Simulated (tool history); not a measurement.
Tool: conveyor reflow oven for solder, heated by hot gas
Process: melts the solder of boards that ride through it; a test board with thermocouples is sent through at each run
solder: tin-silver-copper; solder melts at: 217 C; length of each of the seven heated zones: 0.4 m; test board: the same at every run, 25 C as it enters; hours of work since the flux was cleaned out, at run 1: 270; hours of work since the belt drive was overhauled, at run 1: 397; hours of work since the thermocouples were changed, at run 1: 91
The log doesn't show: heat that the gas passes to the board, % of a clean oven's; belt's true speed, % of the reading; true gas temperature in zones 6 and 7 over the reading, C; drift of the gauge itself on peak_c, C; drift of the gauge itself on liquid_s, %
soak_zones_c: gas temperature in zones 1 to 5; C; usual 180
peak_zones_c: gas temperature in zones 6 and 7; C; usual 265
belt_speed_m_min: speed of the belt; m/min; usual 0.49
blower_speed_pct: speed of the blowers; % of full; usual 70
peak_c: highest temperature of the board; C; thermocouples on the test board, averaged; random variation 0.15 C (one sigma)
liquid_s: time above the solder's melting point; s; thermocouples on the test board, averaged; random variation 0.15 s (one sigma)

run,hour,soak_zones_c,peak_zones_c,belt_speed_m_min,blower_speed_pct,hours of work since the flux was cleaned out,hours of work since the belt drive was overhauled,hours of work since the thermocouples were changed,peak_c,liquid_s
1,0,180,265,0.49,70,270,397,91,252.5,78.1
2,54.1,180,265,0.49,70,294,421,115,252.4,78
3,84.6,180,265,0.49,70,308,435,129,252.3,77.9
# hour 140: flux residue cleaned out of gas plates and filters
4,145.5,180,265,0.49,70,2,460,154,254,80.2
5,198.4,180,265,0.49,70,26,484,177,254,80
6,235,180,265,0.49,70,42,500,194,253.3,80.1
7,287,180,265,0.49,70,66,523,217,253.5,79.8
8,346.1,180,265,0.49,70,92,549,243,253.1,80
9,372.4,180,265,0.49,70,104,561,255,253,79.8
10,415,180,265,0.49,70,123,580,274,252.9,79.8
11,447.1,180,265,0.49,66,137,595,288,252.3,78.6
12,505,190,265,0.49,70,163,620,314,253.9,86.1
13,546.8,190,265,0.49,70,182,639,333,253.9,86.1
14,605.3,190,265,0.49,77,208,665,359,254.7,87
15,631.6,190,265,0.49,77,220,677,371,254.7,86.7
16,672.1,180,265,0.43,70,238,695,389,255,94.2
17,706.3,193,265,0.43,60,253,710,404,255.1,101.9
18,742.2,193,265,0.43,60,269,726,420,255.2,101.7
19,796.5,193,265,0.43,60,293,751,444,254.9,101.5
20,839.6,193,265,0.43,60,313,770,464,254.6,101.6
21,868.6,193,265,0.43,60,325,783,477,254.4,101.7

Forecast run 22:
# hour 886.6: flux residue cleaned out of gas plates and filters
22,915.6,193,265,0.43,60,13,802,495,?,?

Run 22 gave peak_c 255.6 C, liquid_s 102.7 s.
Without the tool's hidden state the same run would have given peak_c 257.1 C, liquid_s 101.5 s.

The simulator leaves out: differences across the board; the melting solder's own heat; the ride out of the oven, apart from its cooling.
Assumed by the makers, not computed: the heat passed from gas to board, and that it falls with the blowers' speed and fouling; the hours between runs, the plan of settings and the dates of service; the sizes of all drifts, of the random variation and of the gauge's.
